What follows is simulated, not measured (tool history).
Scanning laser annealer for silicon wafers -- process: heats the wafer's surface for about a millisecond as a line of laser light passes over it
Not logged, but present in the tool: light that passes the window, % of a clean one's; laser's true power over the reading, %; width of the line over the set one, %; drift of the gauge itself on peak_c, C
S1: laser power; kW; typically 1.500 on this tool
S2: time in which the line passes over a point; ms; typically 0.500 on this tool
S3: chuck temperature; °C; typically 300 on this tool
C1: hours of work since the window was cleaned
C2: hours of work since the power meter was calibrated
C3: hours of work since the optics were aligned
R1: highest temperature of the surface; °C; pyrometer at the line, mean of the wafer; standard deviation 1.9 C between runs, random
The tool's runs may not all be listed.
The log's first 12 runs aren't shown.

Run 13, day 23.346: usual settings but S2 0.596 ms; C1 375; C2 1982; C3 400. Result: R1 1213 °C.
Run 14, day 25.542: usual settings but S2 0.520 ms; C1 414; C2 2021; C3 439. Result: R1 1144 °C.
Run 15, day 28.125: usual settings but S3 315 °C; C1 460; C2 2068; C3 486. Result: R1 1140 °C.
Run 16, day 29.638: usual settings but S3 271 °C; C1 488; C2 2095; C3 513. Result: R1 1095 °C.
Run 17, day 30.992: usual settings but S3 271 °C; C1 512; C2 2119; C3 537. Result: R1 1098 °C.
Run 18, day 33.262: usual settings; C1 553; C2 2160; C3 578. Result: R1 1126 °C.
Run 19, day 34.450: usual settings but S2 0.352 ms; C1 574; C2 2181; C3 600. Result: R1 981 °C.
Run 20, day 35.912: usual settings; C1 600; C2 2208; C3 626. Result: R1 1124 °C.
Run 21, day 37.658: usual settings but S1 1.358 kW, S2 0.544 ms, S3 329 °C; C1 632; C2 2239; C3 657. Result: R1 1099 °C.
Run 22, day 38.792: usual settings but S1 1.568 kW, S2 0.366 ms, S3 298 °C; C1 652; C2 2259; C3 678. Result: R1 1028 °C.
Run 23, day 40.658: usual settings but S3 286 °C; C1 686; C2 2293; C3 711. Result: R1 1104 °C.
At day 41.567: window over the wafer cleaned.
Run 24, day 42.954: usual settings but S3 286 °C; C1 25; C2 2333; C3 751. Result: R1 1122 °C.
Run 25, day 44.804: usual settings but S2 0.509 ms, S3 312 °C; C1 58; C2 2366; C3 784. Result: R1 1153 °C.
Run 26, day 46.225: usual settings but S2 0.509 ms, S3 312 °C; C1 84; C2 2392; C3 810. Result: R1 1155 °C.
Run 27, day 47.608: usual settings but S1 1.595 kW, S2 0.532 ms; C1 109; C2 2416; C3 834. Result: R1 1219 °C.
Run 28, day 50.200: usual settings but S1 1.328 kW, S2 0.418 ms, S3 276 °C; C1 155; C2 2463; C3 881. Result: R1 941 °C.
Run 29, day 52.138: usual settings but S1 1.636 kW, S2 0.568 ms, S3 323 °C; C1 190; C2 2498; C3 916. Result: R1 1298 °C.
Run 30, day 53.962: usual settings but S1 1.636 kW, S2 0.568 ms, S3 323 °C; C1 223; C2 2531; C3 949. Result: R1 1301 °C.
Run 31, day 55.950: usual settings but S1 1.414 kW; C1 258; C2 2566; C3 984. Result: R1 1075 °C.
Run 32, day 57.288: usual settings but S1 1.414 kW; C1 282; C2 2590; C3 1008. Result: R1 1076 °C.
At day 57.971: optics aligned, line set to its width.
Run 33, day 60.258: usual settings but S1 1.448 kW, S3 318 °C; C1 332; C2 2640; C3 41. Result: R1 1123 °C.
Run 34, day 62.746: usual settings but S1 1.389 kW, S2 0.419 ms, S3 319 °C; C1 377; C2 2685; C3 86. Result: R1 1018 °C.
Run 35, day 64.821: usual settings but S2 0.429 ms; C1 414; C2 2722; C3 123. Result: R1 1067 °C.
Run 36, day 66.146: usual settings but S3 302 °C; C1 438; C2 2746; C3 147. Result: R1 1132 °C.
Run 37, day 67.500: usual settings but S3 302 °C; C1 462; C2 2770; C3 171. Result: R1 1134 °C.

Predict the results of run 38:
Run 38, day 69.992: usual settings but S1 1.569 kW, S2 0.601 ms, S3 338 °C; C1 507; C2 2815; C3 216. Result: R1 ?.

{"run 38": {"R1": 1296}}
On a tool with no hidden condition, and with the same random variation, this run would have come out at R1 1308 °C.

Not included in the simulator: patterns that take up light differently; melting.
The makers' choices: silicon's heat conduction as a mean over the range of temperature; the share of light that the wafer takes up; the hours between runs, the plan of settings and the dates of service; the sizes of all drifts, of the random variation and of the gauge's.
